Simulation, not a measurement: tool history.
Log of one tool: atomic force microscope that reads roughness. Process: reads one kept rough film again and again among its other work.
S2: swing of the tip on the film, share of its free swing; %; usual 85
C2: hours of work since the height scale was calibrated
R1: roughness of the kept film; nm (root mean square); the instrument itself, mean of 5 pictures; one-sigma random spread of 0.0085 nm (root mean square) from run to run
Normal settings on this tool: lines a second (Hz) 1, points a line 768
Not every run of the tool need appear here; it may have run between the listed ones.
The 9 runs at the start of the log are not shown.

{"run": 10, "hour": 458.9, "lines a second (Hz)": 1, "S2": 69, "points a line": 768, "pictures with this tip": 152, "C2": 86, "R1": 1.882}
{"run": 11, "hour": 515.6, "lines a second (Hz)": 3.16, "S2": 85, "points a line": 768, "pictures with this tip": 264, "C2": 121, "R1": 1.375}
{"hour": 520.7, "done": "new tip fitted"}
{"run": 12, "hour": 554.8, "lines a second (Hz)": 3.16, "S2": 85, "points a line": 768, "pictures with this tip": 68, "C2": 144, "R1": 1.458}
{"run": 13, "hour": 589.6, "lines a second (Hz)": 1, "S2": 71, "points a line": 768, "pictures with this tip": 136, "C2": 166, "R1": 1.895}
{"run": 14, "hour": 639.7, "lines a second (Hz)": 1, "S2": 71, "points a line": 768, "pictures with this tip": 235, "C2": 197, "R1": 1.822}
{"hour": 658.5, "done": "new tip fitted"}
{"run": 15, "hour": 672.3, "lines a second (Hz)": 1, "S2": 71, "points a line": 768, "pictures with this tip": 27, "C2": 216, "R1": 1.961}
{"run": 16, "hour": 732.7, "lines a second (Hz)": 1, "S2": 71, "points a line": 768, "pictures with this tip": 147, "C2": 253, "R1": 1.864}
{"run": 17, "hour": 788.4, "lines a second (Hz)": 1, "S2": 85, "points a line": 768, "pictures with this tip": 257, "C2": 288, "R1": 1.718}
{"hour": 795.8, "done": "new tip fitted"}
{"run": 18, "hour": 842.1, "lines a second (Hz)": 1, "S2": 85, "points a line": 382, "pictures with this tip": 92, "C2": 320, "R1": 1.806}
{"run": 19, "hour": 897.4, "lines a second (Hz)": 1.05, "S2": 85, "points a line": 768, "pictures with this tip": 201, "C2": 354, "R1": 1.73}
{"hour": 933.7, "done": "new tip fitted"}
{"run": 20, "hour": 948.4, "lines a second (Hz)": 1, "S2": 85, "points a line": 768, "pictures with this tip": 29, "C2": 386, "R1": 1.851}
{"run": 21, "hour": 1002.8, "lines a second (Hz)": 1, "S2": 85, "points a line": 768, "pictures with this tip": 137, "C2": 419, "R1": 1.782}
{"run": 22, "hour": 1029.7, "lines a second (Hz)": 1, "S2": 85, "points a line": 768, "pictures with this tip": 190, "C2": 436, "R1": 1.737}
{"hour": 1070.5, "done": "new tip fitted"}
{"run": 23, "hour": 1078.6, "lines a second (Hz)": 1, "S2": 85, "points a line": 768, "pictures with this tip": 16, "C2": 465, "R1": 1.863}
{"run": 24, "hour": 1126.0, "lines a second (Hz)": 1, "S2": 85, "points a line": 969, "pictures with this tip": 110, "C2": 494, "R1": 1.811}
{"run": 25, "hour": 1177.8, "lines a second (Hz)": 1, "S2": 85, "points a line": 969, "pictures with this tip": 212, "C2": 526, "R1": 1.73}
{"hour": 1207.8, "done": "new tip fitted"}
{"run": 26, "hour": 1236.2, "lines a second (Hz)": 1, "S2": 85, "points a line": 969, "pictures with this tip": 56, "C2": 562, "R1": 1.842}
{"run": 27, "hour": 1282.0, "lines a second (Hz)": 1, "S2": 70, "points a line": 705, "pictures with this tip": 146, "C2": 590, "R1": 1.886}
{"run": 28, "hour": 1309.4, "lines a second (Hz)": 0.62, "S2": 85, "points a line": 270, "pictures with this tip": 200, "C2": 607, "R1": 1.813}
{"run": 29, "hour": 1343.7, "lines a second (Hz)": 1, "S2": 64, "points a line": 354, "pictures with this tip": 268, "C2": 628, "R1": 1.832}
{"hour": 1348.9, "done": "new tip fitted"}
{"run": 30, "hour": 1370.2, "lines a second (Hz)": 0.85, "S2": 87, "points a line": 728, "pictures with this tip": 42, "C2": 644, "R1": 1.861}
{"run": 31, "hour": 1395.9, "lines a second (Hz)": 3.93, "S2": 86, "points a line": 841, "pictures with this tip": 93, "C2": 660, "R1": 1.353}

What will run 32 give?
{"run": 32, "hour": 1426.1, "lines a second (Hz)": 3.93, "S2": 86, "points a line": 731, "pictures with this tip": 153, "C2": 678, "R1": "?"}

Run 32 gave R1 1.31 nm (root mean square).
Minus the tool's unlogged condition, the same run would have read R1 1.375 nm (root mean square).

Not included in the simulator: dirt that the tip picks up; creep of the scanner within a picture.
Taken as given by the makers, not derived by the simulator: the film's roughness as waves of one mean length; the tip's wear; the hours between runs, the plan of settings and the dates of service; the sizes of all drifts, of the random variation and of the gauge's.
